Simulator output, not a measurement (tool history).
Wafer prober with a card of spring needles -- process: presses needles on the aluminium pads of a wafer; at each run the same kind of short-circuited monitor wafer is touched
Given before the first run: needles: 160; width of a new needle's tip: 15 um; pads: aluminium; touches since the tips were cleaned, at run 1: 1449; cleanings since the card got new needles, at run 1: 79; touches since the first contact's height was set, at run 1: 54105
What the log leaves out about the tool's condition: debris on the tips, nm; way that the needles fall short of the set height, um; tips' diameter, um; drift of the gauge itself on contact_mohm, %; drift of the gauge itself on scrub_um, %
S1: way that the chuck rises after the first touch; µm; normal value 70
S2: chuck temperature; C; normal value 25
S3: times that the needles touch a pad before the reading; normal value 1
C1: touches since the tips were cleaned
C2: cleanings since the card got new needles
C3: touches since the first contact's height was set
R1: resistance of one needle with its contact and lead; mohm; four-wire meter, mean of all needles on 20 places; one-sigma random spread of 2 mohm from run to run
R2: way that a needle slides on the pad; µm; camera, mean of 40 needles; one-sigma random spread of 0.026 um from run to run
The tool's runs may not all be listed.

Run 1, hour 0.0: usual settings; C1 1449; C2 79; C3 54105. Result: R1 254 mohm, R2 8.69 µm.
At hour 5.0: tips cleaned on abrasive film.
At hour 12.2: tips cleaned on abrasive film.
Run 2, hour 17.4: usual settings; C1 3202; C2 81; C3 64717. Result: R1 287 mohm, R2 8.70 µm.
At hour 20.0: tips cleaned on abrasive film.
At hour 27.2: tips cleaned on abrasive film.
At hour 34.3: tips cleaned on abrasive film.
Run 3, hour 35.0: usual settings; C1 424; C2 84; C3 75344. Result: R1 238 mohm, R2 8.64 µm.
At hour 42.8: tips cleaned on abrasive film.
Run 4, hour 47.9: usual settings; C1 3147; C2 85; C3 83236. Result: R1 286 mohm, R2 8.62 µm.
At hour 50.8: tips cleaned on abrasive film.
At hour 57.9: tips cleaned on abrasive film.
Run 5, hour 61.3: usual settings; C1 2131; C2 87; C3 91382. Result: R1 275 mohm, R2 8.71 µm.
At hour 65.7: tips cleaned on abrasive film.
At hour 73.1: tips cleaned on abrasive film.
Run 6, hour 76.2: usual settings; C1 1881; C2 89; C3 100403. Result: R1 276 mohm, R2 8.67 µm.
At hour 80.8: tips cleaned on abrasive film.
At hour 89.2: tips cleaned on abrasive film.
Run 7, hour 92.3: usual settings; C1 1931; C2 91; C3 110226. Result: R1 277 mohm, R2 8.64 µm.
At hour 97.0: tips cleaned on abrasive film.
Run 8, hour 101.6: usual settings but S2 28 C; C1 2802; C2 92; C3 115877. Result: R1 282 mohm, R2 8.66 µm.
At hour 104.6: tips cleaned on abrasive film.
At hour 113.0: tips cleaned on abrasive film.
Run 9, hour 116.4: usual settings but S2 28 C; C1 2092; C2 94; C3 124891. Result: R1 276 mohm, R2 8.63 µm.
At hour 120.5: tips cleaned on abrasive film.
Run 10, hour 127.0: usual settings but S1 78 µm; C1 3985; C2 95; C3 131336. Result: R1 281 mohm, R2 9.59 µm.
At hour 128.7: tips cleaned on abrasive film.
At hour 136.3: tips cleaned on abrasive film.
Run 11, hour 136.3: usual settings but S1 78 µm; C1 0; C2 97; C3 136970. Result: R1 215 mohm, R2 9.62 µm.
At hour 144.6: tips cleaned on abrasive film.
Run 12, hour 145.1: usual settings; C1 306; C2 98; C3 142316. Result: R1 236 mohm, R2 8.56 µm.
At hour 151.8: tips cleaned on abrasive film.
Run 13, hour 156.0: usual settings; C1 2599; C2 99; C3 148953. Result: R1 289 mohm, R2 8.52 µm.
At hour 158.9: tips cleaned on abrasive film.
Run 14, hour 164.4: usual settings but S3 2; C1 3413; C2 100; C3 154071. Result: R1 260 mohm, R2 8.54 µm.
At hour 167.3: tips cleaned on abrasive film.
At hour 174.8: tips cleaned on abrasive film.
At hour 182.6: tips cleaned on abrasive film.
Run 15, hour 183.8: usual settings but S3 2; C1 779; C2 103; C3 165857. Result: R1 240 mohm, R2 8.58 µm.
At hour 191.0: tips cleaned on abrasive film.
Run 16, hour 194.7: usual settings but S2 124 C; C1 2304; C2 104; C3 172493. Result: R1 296 mohm, R2 8.52 µm.
At hour 196.3: height of the first contact set anew.
At hour 199.1: tips cleaned on abrasive film.
Run 17, hour 203.2: usual settings but S2 124 C; C1 2506; C2 105; C3 4191. Result: R1 298 mohm, R2 8.71 µm.
At hour 206.7: tips cleaned on abrasive film.
Run 18, hour 213.3: usual settings but S2 124 C; C1 4075; C2 106; C3 10391. Result: R1 306 mohm, R2 8.76 µm.
At hour 214.5: tips cleaned on abrasive film.
At hour 221.8: tips cleaned on abrasive film.
Run 19, hour 226.2: usual settings but S1 52 µm, S2 114 C; C1 2718; C2 108; C3 18193. Result: R1 346 mohm, R2 6.50 µm.
At hour 230.3: tips cleaned on abrasive film.
At hour 238.2: tips cleaned on abrasive film.
At hour 245.6: tips cleaned on abrasive film.
Run 20, hour 245.6: usual settings but S1 69 µm, S2 79 C; C1 0; C2 111; C3 29938. Result: R1 232 mohm, R2 8.63 µm.
At hour 252.7: tips cleaned on abrasive film.
Run 21, hour 254.8: usual settings but S1 69 µm, S2 79 C; C1 1271; C2 112; C3 35553. Result: R1 269 mohm, R2 8.61 µm.
At hour 260.4: tips cleaned on abrasive film.
At hour 268.2: tips cleaned on abrasive film.
Run 22, hour 268.2: usual settings but S1 53 µm, S2 32 C; C1 0; C2 114; C3 43700. Result: R1 227 mohm, R2 6.59 µm.
At hour 276.9: tips cleaned on abrasive film.
Run 23, hour 280.5: usual settings but S1 53 µm, S2 32 C; C1 2234; C2 115; C3 51211. Result: R1 331 mohm, R2 6.57 µm.
At hour 284.0: tips cleaned on abrasive film.
At hour 292.0: tips cleaned on abrasive film.
Run 24, hour 295.2: usual settings but S2 98 C, S3 2; C1 2028; C2 117; C3 60171. Result: R1 272 mohm, R2 8.65 µm.
At hour 299.6: tips cleaned on abrasive film.
At hour 307.8: tips cleaned on abrasive film.
Run 25, hour 308.7: usual settings but S1 80 µm, S2 51 C, S3 2; C1 563; C2 119; C3 68339. Result: R1 228 mohm, R2 9.90 µm.
At hour 315.0: tips cleaned on abrasive film.
At hour 322.7: tips cleaned on abrasive film.
Run 26, hour 325.6: usual settings but S1 80 µm, S2 51 C, S3 2; C1 1775; C2 121; C3 78611. Result: R1 243 mohm, R2 9.88 µm.
At hour 330.5: tips cleaned on abrasive film.
Run 27, hour 336.7: usual settings but S1 80 µm, S2 51 C, S3 2; C1 3846; C2 122; C3 85412. Result: R1 256 mohm, R2 9.89 µm.

Forecast run 28:
At hour 338.2: tips cleaned on abrasive film.
At hour 345.4: tips cleaned on abrasive film.
Run 28, hour 349.9: usual settings; C1 2745; C2 124; C3 93392. Result: R1 ?, R2 ?.

R1: 283 mohm
R2: 8.61 µm
Were there no unlogged condition in the tool, this run, its random variation unchanged, would have produced R1 210 mohm, R2 8.74 µm.
